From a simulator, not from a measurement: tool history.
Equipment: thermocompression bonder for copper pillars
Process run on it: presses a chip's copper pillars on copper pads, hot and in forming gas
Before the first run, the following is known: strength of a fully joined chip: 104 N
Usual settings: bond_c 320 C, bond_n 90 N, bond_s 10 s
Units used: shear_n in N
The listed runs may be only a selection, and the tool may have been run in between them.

{"run": 1, "hour": 0.0, "bond_c": 320, "bond_n": 90, "bond_s": 10, "shear_n": 60.8}
{"run": 2, "hour": 33.5, "bond_c": 344, "bond_n": 90, "bond_s": 10, "shear_n": 75.3}
{"run": 3, "hour": 86.7, "bond_c": 310, "bond_n": 90, "bond_s": 10, "shear_n": 53.7}
{"run": 4, "hour": 161.8, "bond_c": 310, "bond_n": 90, "bond_s": 10, "shear_n": 52.6}
{"run": 5, "hour": 224.7, "bond_c": 310, "bond_n": 90, "bond_s": 10, "shear_n": 50.6}
{"hour": 277.4, "done": "forming gas filter changed"}
{"run": 6, "hour": 293.0, "bond_c": 310, "bond_n": 90, "bond_s": 10, "shear_n": 55.9}
{"run": 7, "hour": 347.6, "bond_c": 320, "bond_n": 90, "bond_s": 8, "shear_n": 58.3}
{"run": 8, "hour": 381.2, "bond_c": 320, "bond_n": 90, "bond_s": 8, "shear_n": 56.8}
{"run": 9, "hour": 435.9, "bond_c": 320, "bond_n": 90, "bond_s": 10, "shear_n": 58.2}
{"run": 10, "hour": 470.1, "bond_c": 320, "bond_n": 90, "bond_s": 10, "shear_n": 60.1}
{"run": 11, "hour": 510.1, "bond_c": 320, "bond_n": 90, "bond_s": 10, "shear_n": 57.5}
{"run": 12, "hour": 551.3, "bond_c": 320, "bond_n": 90, "bond_s": 10, "shear_n": 57.4}
{"hour": 589.9, "done": "forming gas filter changed"}
{"run": 13, "hour": 613.1, "bond_c": 320, "bond_n": 90, "bond_s": 10, "shear_n": 64.8}
{"run": 14, "hour": 660.3, "bond_c": 320, "bond_n": 90, "bond_s": 10, "shear_n": 62.6}
{"run": 15, "hour": 716.6, "bond_c": 320, "bond_n": 90, "bond_s": 10, "shear_n": 60.6}
{"hour": 721.7, "done": "force cell calibrated"}
{"run": 16, "hour": 778.8, "bond_c": 319, "bond_n": 90, "bond_s": 10, "shear_n": 59.9}
{"run": 17, "hour": 819.3, "bond_c": 319, "bond_n": 90, "bond_s": 10, "shear_n": 59.5}
{"hour": 832.6, "done": "force cell calibrated, once more"}
{"run": 18, "hour": 871.9, "bond_c": 333, "bond_n": 90, "bond_s": 10, "shear_n": 63.2}
{"hour": 901.0, "done": "forming gas filter changed"}
{"run": 19, "hour": 936.6, "bond_c": 333, "bond_n": 90, "bond_s": 10, "shear_n": 69.9}
{"run": 20, "hour": 1010.7, "bond_c": 345, "bond_n": 117, "bond_s": 13, "shear_n": 86.1}
{"run": 21, "hour": 1080.6, "bond_c": 345, "bond_n": 63, "bond_s": 13, "shear_n": 64.9}
{"run": 22, "hour": 1127.5, "bond_c": 345, "bond_n": 63, "bond_s": 13, "shear_n": 65.0}
{"run": 23, "hour": 1185.7, "bond_c": 322, "bond_n": 132, "bond_s": 10, "shear_n": 71.5}
{"hour": 1210.0, "done": "forming gas filter changed"}
{"run": 24, "hour": 1245.8, "bond_c": 322, "bond_n": 132, "bond_s": 10, "shear_n": 77.7}
{"hour": 1297.5, "done": "heater calibrated with a thermocouple chip"}
{"run": 25, "hour": 1309.7, "bond_c": 330, "bond_n": 90, "bond_s": 10, "shear_n": 60.7}
{"run": 26, "hour": 1390.4, "bond_c": 330, "bond_n": 83, "bond_s": 14, "shear_n": 61.5}
{"run": 27, "hour": 1449.2, "bond_c": 322, "bond_n": 90, "bond_s": 10, "shear_n": 53.3}
{"hour": 1520.4, "done": "forming gas filter changed"}
{"run": 28, "hour": 1520.6, "bond_c": 315, "bond_n": 78, "bond_s": 10, "shear_n": 49.3}
{"run": 29, "hour": 1569.1, "bond_c": 330, "bond_n": 87, "bond_s": 20, "shear_n": 73.1}
{"run": 30, "hour": 1619.1, "bond_c": 314, "bond_n": 66, "bond_s": 7, "shear_n": 36.8}
{"run": 31, "hour": 1679.6, "bond_c": 299, "bond_n": 86, "bond_s": 9, "shear_n": 40.6}
{"run": 32, "hour": 1723.5, "bond_c": 290, "bond_n": 93, "bond_s": 29, "shear_n": 56.0}
{"run": 33, "hour": 1759.5, "bond_c": 333, "bond_n": 64, "bond_s": 26, "shear_n": 63.7}
{"run": 34, "hour": 1822.5, "bond_c": 320, "bond_n": 102, "bond_s": 17, "shear_n": 65.3}
{"hour": 1830.4, "done": "forming gas filter changed"}
{"run": 35, "hour": 1869.6, "bond_c": 320, "bond_n": 102, "bond_s": 17, "shear_n": 71.3}
{"run": 36, "hour": 1947.4, "bond_c": 320, "bond_n": 102, "bond_s": 17, "shear_n": 71.0}
{"run": 37, "hour": 2017.1, "bond_c": 320, "bond_n": 102, "bond_s": 17, "shear_n": 68.4}
{"run": 38, "hour": 2081.8, "bond_c": 320, "bond_n": 63, "bond_s": 17, "shear_n": 52.9}

Alternative continuations, all from the tool just after run 38; predict every row:
{"run": "A", "hour": 2118.6, "bond_c": 328, "bond_n": 57, "bond_s": 17, "shear_n": "?"}
{"run": "B", "hour": 2118.6, "bond_c": 340, "bond_n": 106, "bond_s": 10, "shear_n": "?"}
{"run": "C", "hour": 2118.6, "bond_c": 348, "bond_n": 69, "bond_s": 7, "shear_n": "?"}
{"run": "D", "hour": 2118.6, "bond_c": 320, "bond_n": 63, "bond_s": 10, "shear_n": "?"}

run=A shear_n=53.7
run=B shear_n=69.0
run=C shear_n=51.7
run=D shear_n=43.7
Stripped of hidden state, with their random variation kept, the same runs would have yielded:
run=A shear_n=55.1
run=B shear_n=72.4
run=C shear_n=53.4
run=D shear_n=44.5

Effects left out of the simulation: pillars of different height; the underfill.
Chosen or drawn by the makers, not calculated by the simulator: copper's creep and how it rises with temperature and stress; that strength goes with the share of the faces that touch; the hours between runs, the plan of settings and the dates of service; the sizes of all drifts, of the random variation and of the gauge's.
